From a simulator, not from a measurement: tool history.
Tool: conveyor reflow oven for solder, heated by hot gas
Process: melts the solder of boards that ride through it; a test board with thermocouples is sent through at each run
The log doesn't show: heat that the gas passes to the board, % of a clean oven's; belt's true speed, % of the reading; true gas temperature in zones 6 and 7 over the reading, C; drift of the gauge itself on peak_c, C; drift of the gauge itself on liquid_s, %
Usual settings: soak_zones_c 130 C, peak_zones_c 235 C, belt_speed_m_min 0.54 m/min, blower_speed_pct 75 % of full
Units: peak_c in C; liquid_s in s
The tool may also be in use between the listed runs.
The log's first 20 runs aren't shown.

run	hour	soak_zones_c	peak_zones_c	belt_speed_m_min	blower_speed_pct	hours of work since the flux was cleaned out	hours of work since the belt drive was overhauled	hours of work since the thermocouples were changed	peak_c	liquid_s
# hour 914.4: flux residue cleaned out of gas plates and filters
21	914.4	138	236	0.54	65	0	33	613	223.6	64.4
# hour 920.3: thermocouples of zones 6 and 7 changed
22	977.3	137	236	0.54	89	35	69	33	226.9	65.1
23	1005	137	236	0.459	89	52	85	49	230.3	80.7
24	1039	131	240	0.445	80	71	105	69	232.7	82.6
25	1084.2	130	235	0.54	77	98	131	95	223.2	61.6
26	1149.1	134	235	0.53	61	136	169	133	222.1	62.6
27	1186.1	130	235	0.564	53	157	191	155	218.8	54.7
28	1245.1	130	235	0.564	53	192	225	189	218.4	54.3
29	1311.7	133	245	0.54	75	230	264	228	233.2	66.8
30	1372.4	130	235	0.464	75	266	299	263	228.1	75
31	1433.6	130	235	0.491	75	301	335	299	225.4	70.5

Forecast each of these 3 alternatives for the next run:
A	1478.4	130	235	0.628	69	327	361	325	?	?
B	1478.4	130	227	0.625	56	327	361	325	?	?
C	1478.4	130	240	0.54	75	327	361	325	?	?

run	peak_c	liquid_s
A	217.1	48.3
B	207.4	40.7
C	228.6	63.9
Without the tool's hidden state the same runs would have given:
run	peak_c	liquid_s
A	217.2	48.4
B	207.5	40.8
C	228.7	64
